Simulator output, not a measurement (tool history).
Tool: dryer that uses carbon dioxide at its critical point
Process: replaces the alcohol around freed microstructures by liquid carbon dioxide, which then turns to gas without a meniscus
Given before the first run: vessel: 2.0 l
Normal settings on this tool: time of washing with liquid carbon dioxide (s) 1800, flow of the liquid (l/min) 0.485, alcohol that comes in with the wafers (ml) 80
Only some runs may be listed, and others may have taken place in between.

run,hour,time of washing with liquid carbon dioxide (s),flow of the liquid (l/min),alcohol that comes in with the wafers (ml),alcohol left in the vessel before it's heated (ppm by volume)
1,0.0,1800,0.485,80,249
2,7.9,1800,0.485,80,248
3,19.4,1860,0.485,80,231
4,31.4,1860,0.470,80,267
5,44.7,1860,0.470,40,167
6,54.6,1860,0.470,40,168
7,61.9,1860,0.741,31,52
8,76.9,2100,0.485,80,146
9,86.8,2700,0.293,98,615
10,94.1,1620,0.659,28,84
11,107.2,2280,0.659,30,64
12,122.4,1500,0.485,50,424

4 ways to go on from here, each from the tool as it stands after run 12. What would each give?
A,130.9,1500,0.690,99,?
B,130.9,1080,0.485,36,?
C,130.9,1800,0.485,27,?
D,130.9,1200,0.307,50,?

run,alcohol left in the vessel before it's heated (ppm by volume)
A,172
B,914
C,140
D,3230
Without the tool's hidden state the same runs would have given:
run,alcohol left in the vessel before it's heated (ppm by volume)
A,60
B,610
C,47
D,2520
